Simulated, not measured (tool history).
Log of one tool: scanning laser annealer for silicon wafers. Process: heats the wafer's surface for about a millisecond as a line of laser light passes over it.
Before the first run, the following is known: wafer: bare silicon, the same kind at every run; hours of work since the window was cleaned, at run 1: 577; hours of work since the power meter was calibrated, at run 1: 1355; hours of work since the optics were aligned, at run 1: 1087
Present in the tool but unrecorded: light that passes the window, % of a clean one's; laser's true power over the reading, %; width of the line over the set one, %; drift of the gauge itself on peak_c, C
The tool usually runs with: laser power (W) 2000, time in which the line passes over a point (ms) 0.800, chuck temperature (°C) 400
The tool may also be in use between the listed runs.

run,hour,laser power (W),time in which the line passes over a point (ms),chuck temperature (°C),hours of work since the window was cleaned,hours of work since the power meter was calibrated,hours of work since the optics were aligned,highest temperature of the surface (°C)
1,0.0,2000,0.800,400,577,1355,1087,1077
2,31.9,2000,0.800,400,599,1377,1108,1077
3,76.2,2000,0.669,400,630,1408,1139,1007
4,106.4,2000,0.669,400,651,1428,1160,1005
5,141.0,2000,0.669,400,674,1452,1183,1008
# hour 180.0: window over the wafer cleaned
6,184.1,2000,0.669,400,3,1480,1212,994
7,205.2,2000,0.800,400,17,1495,1226,1060
8,232.8,2000,0.800,400,36,1514,1245,1054
9,257.2,2000,0.800,400,53,1531,1262,1058
10,299.3,2000,0.800,400,82,1560,1291,1054
11,326.7,2192,0.667,380,101,1579,1310,1027
12,372.5,2192,0.667,380,132,1610,1341,1027
# hour 378.8: window over the wafer cleaned, once more
13,405.3,1819,0.957,406,18,1631,1362,1109

Run 14 comes next. What will it give?
14,455.7,1819,0.957,406,53,1666,1397,?

highest temperature of the surface (°C): 1108
On a tool with no hidden condition, and with the same random variation, this run would have come out at highest temperature of the surface (°C) 1111.
